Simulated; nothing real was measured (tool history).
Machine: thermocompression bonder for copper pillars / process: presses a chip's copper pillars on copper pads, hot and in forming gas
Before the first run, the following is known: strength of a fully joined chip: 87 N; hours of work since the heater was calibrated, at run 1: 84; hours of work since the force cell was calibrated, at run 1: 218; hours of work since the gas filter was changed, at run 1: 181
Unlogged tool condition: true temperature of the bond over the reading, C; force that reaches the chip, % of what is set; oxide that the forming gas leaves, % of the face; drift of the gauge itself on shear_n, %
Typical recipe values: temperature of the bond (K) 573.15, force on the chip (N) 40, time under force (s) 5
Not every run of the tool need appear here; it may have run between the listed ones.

run	day	temperature of the bond (K)	force on the chip (N)	time under force (s)	hours of work since the heater was calibrated	hours of work since the force cell was calibrated	hours of work since the gas filter was changed	force that shears a chip off (N)
1	0.000	573.15	40	5	84	218	181	39.1
2	0.375	573.15	40	5	88	222	185	39.1
3	0.804	573.15	40	5	93	226	190	39.5
4	1.167	573.15	40	5	96	230	193	39.4
5	1.562	573.15	40	5	101	234	197	39.3
6	1.850	573.15	40	5	103	237	200	39.6
7	2.133	573.15	40	5	106	240	203	39.4
8	2.483	573.15	40	5	110	243	207	39.3
9	2.904	573.15	41	5	114	248	211	40.1
10	3.288	573.15	41	5	118	252	215	40.0
11	3.567	573.15	40	5	121	254	218	39.6
12	3.925	573.15	40	5	125	258	222	39.3
13	4.108	573.15	40	5	127	260	224	39.3
14	4.317	573.15	50	5	129	262	226	44.3
15	4.517	573.15	50	5	131	264	228	43.9
16	4.712	573.15	50	5	133	266	230	44.2
17	4.954	573.15	50	5	135	269	232	44.2
18	5.283	573.15	40	5	139	272	236	39.4
# day 5.367: forming gas filter changed
19	5.662	573.15	40	5	143	276	3	39.4
20	6.046	573.15	40	5	146	280	7	39.5
21	6.354	573.15	44	6	150	283	10	44.2
22	6.717	547.15	34	8	153	287	14	34.3
23	7.062	547.15	34	8	157	290	17	34.5
24	7.479	561.15	28	3	161	295	22	23.5
25	7.754	561.15	28	3	164	297	25	23.6
26	8.133	561.15	28	3	168	301	28	23.4
27	8.342	561.15	28	3	170	303	31	23.6
28	8.712	557.15	49	6	174	307	34	41.3
29	8.996	573.15	49	3	177	310	37	36.2
30	9.375	592.15	42	9	181	314	41	55.9
31	9.729	592.15	38	10	184	318	45	55.2
32	10.042	573.15	30	11	188	321	48	44.6

The next listed run, before its measurement:
33	10.388	587.15	45	3	191	324	52	?

force that shears a chip off (N): 38.8
With no hidden state in the tool, this same run would have given force that shears a chip off (N) 38.8.
